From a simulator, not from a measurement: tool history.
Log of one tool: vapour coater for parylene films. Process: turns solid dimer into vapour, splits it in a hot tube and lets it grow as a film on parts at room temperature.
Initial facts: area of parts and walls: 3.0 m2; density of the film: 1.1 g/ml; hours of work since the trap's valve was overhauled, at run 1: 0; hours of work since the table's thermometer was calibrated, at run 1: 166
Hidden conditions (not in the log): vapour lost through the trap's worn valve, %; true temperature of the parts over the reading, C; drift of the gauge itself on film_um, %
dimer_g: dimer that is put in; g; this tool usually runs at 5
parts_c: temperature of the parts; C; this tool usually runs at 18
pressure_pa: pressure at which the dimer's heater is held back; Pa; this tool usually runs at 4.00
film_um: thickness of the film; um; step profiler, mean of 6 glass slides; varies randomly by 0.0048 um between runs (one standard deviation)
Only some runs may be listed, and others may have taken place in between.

run	hour	dimer_g	parts_c	pressure_pa	hours of work since the trap's valve was overhauled	hours of work since the table's thermometer was calibrated	film_um
1	0.0	5	18	4.00	0	166	0.864
2	58.6	5	13	4.00	32	197	1.073
3	110.9	5	10	4.00	60	226	1.223
4	153.6	5	10	4.00	83	249	1.229
5	194.0	5	24	4.00	105	271	0.677
6	263.3	5	24	4.00	143	308	0.678
7	301.6	5	24	4.00	164	329	0.673
8	356.6	5	24	4.00	193	359	0.675
9	396.4	5	10	4.00	215	381	1.222
10	462.8	5	20	4.00	251	417	0.808
11	533.8	7	18	4.76	289	455	1.193
12	590.6	9	18	3.66	320	486	1.592
13	635.7	4	18	5.73	345	510	0.655
14	672.6	6	25	9.54	365	530	0.694
15	711.0	6	18	7.12	385	551	0.968
16	773.8	3	18	2.97	420	585	0.544
# hour 804.7: trap's valve overhauled
17	816.0	3	17	2.66	6	606	0.573
18	854.0	4	13	2.32	27	626	0.949
19	893.8	4	13	2.32	48	648	0.952

For some of the steps in film_um from one run to the next: how much would appear even if the tool had no hidden state, given the settings, what came in and random variation, and how much remains for the hidden state plus any gauge scatter that the measured result and the result without hidden state don't share?
Run 12 -> 13: dimer_g 9 -> 4, pressure_pa 3.66 -> 5.73. film_um -0.937 um: hidden state -0.008, all else -0.929.
